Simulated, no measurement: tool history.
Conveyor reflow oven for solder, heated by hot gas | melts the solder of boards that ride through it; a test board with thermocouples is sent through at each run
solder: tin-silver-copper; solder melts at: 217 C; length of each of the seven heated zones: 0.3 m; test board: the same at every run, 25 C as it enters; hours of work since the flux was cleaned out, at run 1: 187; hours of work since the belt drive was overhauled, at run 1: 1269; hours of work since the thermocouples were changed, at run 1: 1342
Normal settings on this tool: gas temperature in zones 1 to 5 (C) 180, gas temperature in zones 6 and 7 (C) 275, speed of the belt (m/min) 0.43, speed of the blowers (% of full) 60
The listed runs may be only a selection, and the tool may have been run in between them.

run     day  gas temperature in zones 1 to 5 (C)  gas temperature in zones 6 and 7 (C)  speed of the belt (m/min)  speed of the blowers (% of full)  hours of work since the flux was cleaned out  hours of work since the belt drive was overhauled  hours of work since the thermocouples were changed  highest temperature of the board (C)  time above the solder's melting point (s)
  1       0                                  180                                   275                       0.43                                60                                           187                                               1269                                                1342                                 261.1                                       71.8
  2   1.662                                  180                                   275                       0.43                                60                                           212                                               1294                                                1367                                   261                                       71.9
      3.217  -- flux residue cleaned out of gas plates and filters
      4.262  -- thermocouples of zones 6 and 7 changed
  3   4.925                                  180                                   268                       0.43                                60                                            24                                               1339                                                  10                                 255.9                                       68.2
  4   7.129                                  180                                   283                       0.43                                60                                            58                                               1372                                                  43                                   269                                       75.3
  5  10.567                                  180                                   283                       0.43                                60                                           109                                               1424                                                  95                                 269.4                                       76.3
  6  13.538                                  180                                   283                       0.43                                60                                           154                                               1468                                                 140                                 268.8                                       76.3
     14.533  -- belt drive overhauled, speed set with a stopwatch
  7  16.383                                  180                                   283                       0.43                                60                                           195                                                 28                                                 180                                 269.3                                       76.5
     19.267  -- flux residue cleaned out of gas plates and filters
  8  20.046                                  191                                   283                       0.43                                60                                            12                                                 80                                                 232                                 271.2                                       81.5
  9  23.033                                  191                                   283                       0.43                                60                                            57                                                125                                                 277                                   271                                       80.4
 10  26.479                                  180                                   275                       0.43                                60                                           109                                                177                                                 329                                 261.1                                         72
 11  29.617                                  180                                   275                       0.43                                60                                           156                                                224                                                 376                                 261.4                                         72
 12  31.417                                  180                                   275                       0.43                                60                                           183                                                251                                                 403                                 261.6                                         72
 13  33.004                                  180                                   275                       0.43                                60                                           207                                                275                                                 427                                 261.2                                       71.9
     34.946  -- flux residue cleaned out of gas plates and filters
 14  35.817                                  180                                   275                       0.43                                60                                            13                                                314                                                 467                                 261.2                                       72.5
 15  38.871                                  180                                   275                       0.43                                60                                            59                                                360                                                 513                                 261.4                                       72.1
 16  40.467                                  185                                   275                      0.436                                60                                            83                                                384                                                 537                                 262.3                                       73.7
 17  41.946                                  185                                   279                      0.411                                60                                           105                                                407                                                 559                                 267.7                                         81
 18  44.125                                  185                                   279                      0.411                                60                                           138                                                440                                                 592                                   267                                       80.6
 19  46.771                                  180                                   283                      0.411                                60                                           178                                                479                                                 632                                 270.9                                       80.4
 20  49.525                                  180                                   283                      0.411                                60                                           220                                                521                                                 673                                 270.2                                       80.2
     50.767  -- flux residue cleaned out of gas plates and filters
 21  53.038                                  180                                   275                      0.453                                60                                            34                                                571                                                 723                                 260.2                                         67
 22  54.758                                  185                                   265                      0.444                                86                                            60                                                597                                                 749                                 257.1                                       70.2
 23  57.542                                  190                                   288                      0.477                                63                                           102                                                639                                                 791                                 272.7                                       73.6
 24  60.525                                  190                                   288                      0.477                                63                                           147                                                683                                                 836                                 272.3                                       73.4
 25  62.692                                  180                                   275                      0.484                                51                                           180                                                716                                                 868                                 254.8                                       58.4
 26  66.112                                  180                                   284                      0.471                                51                                           231                                                768                                                 920                                 264.1                                       66.3
       66.5  -- flux residue cleaned out of gas plates and filters
 27  68.233                                  175                                   287                       0.43                                60                                            26                                                796                                                 949                                 272.2                                       75.6
 28    70.2                                  189                                   267                      0.469                                50                                            56                                                826                                                 978                                 250.7                                         62
 29  72.358                                  188                                   285                      0.407                                71                                            88                                                859                                                1011                                 275.3                                       86.9

Consider 4 possible next runs. They are alternatives, not a sequence: every one starts from the tool as it was left by run 29. What does each give?
  A  75.442                                  188                                   285                      0.441                                71                                           135                                                905                                                1057                                     ?                                          ?
  B  75.442                                  170                                   288                      0.407                                75                                           135                                                905                                                1057                                     ?                                          ?
  C  75.442                                  171                                   270                      0.407                                71                                           135                                                905                                                1057                                     ?                                          ?
  D  75.442                                  168                                   287                      0.462                                71                                           135                                                905                                                1057                                     ?                                          ?

run  highest temperature of the board (C)  time above the solder's melting point (s)
  A                                 273.6                                       78.6
  B                                 277.6                                       81.5
  C                                 260.4                                       72.3
  D                                 271.1                                       68.1
Take away the tool's hidden state, keep each run's random variation, and the runs would have read:
run  highest temperature of the board (C)  time above the solder's melting point (s)
  A                                 273.9                                       78.5
  B                                 277.9                                       81.4
  C                                 260.7                                       72.3
  D                                 271.4                                       68.1
